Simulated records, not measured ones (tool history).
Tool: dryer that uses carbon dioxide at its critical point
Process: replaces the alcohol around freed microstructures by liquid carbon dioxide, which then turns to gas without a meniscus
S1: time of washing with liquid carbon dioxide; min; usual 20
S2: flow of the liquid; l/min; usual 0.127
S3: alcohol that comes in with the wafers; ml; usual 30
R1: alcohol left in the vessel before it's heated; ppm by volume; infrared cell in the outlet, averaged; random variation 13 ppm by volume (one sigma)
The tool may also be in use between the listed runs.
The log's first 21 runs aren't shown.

run 22 hour=648.2 | S1=31 S2=0.152 S3=32 | R1=63
run 23 hour=676.1 | S1=31 S2=0.152 S3=32 | R1=69
-- hour=695.6 inlet filter changed
run 24 hour=707.0 | S1=31 S2=0.152 S3=32 | R1=49
run 25 hour=726.2 | S1=12 S2=0.103 S3=81 | R1=20853
run 26 hour=755.9 | S1=18 S2=0.127 S3=78 | R1=3608
run 27 hour=773.8 | S1=18 S2=0.127 S3=78 | R1=3648
run 28 hour=807.4 | S1=18 S2=0.127 S3=78 | R1=3855
run 29 hour=848.9 | S1=20 S2=0.126 S3=27 | R1=1008
run 30 hour=870.7 | S1=20 S2=0.126 S3=27 | R1=1035
run 31 hour=906.3 | S1=15 S2=0.211 S3=37 | R1=515
run 32 hour=934.3 | S1=18 S2=0.112 S3=92 | R1=8163
run 33 hour=966.7 | S1=18 S2=0.112 S3=92 | R1=8466

3 ways to go on from here, each from the tool as it stands after run 33. What would each give?
run A hour=988.7 | S1=20 S2=0.194 S3=30 | R1=?
run B hour=988.7 | S1=20 S2=0.209 S3=26 | R1=?
run C hour=988.7 | S1=19 S2=0.132 S3=30 | R1=?

run=A R1=188
run=B R1=125
run=C R1=1371
Without the tool's hidden state the same runs would have given:
run=A R1=81
run=B R1=48
run=C R1=855
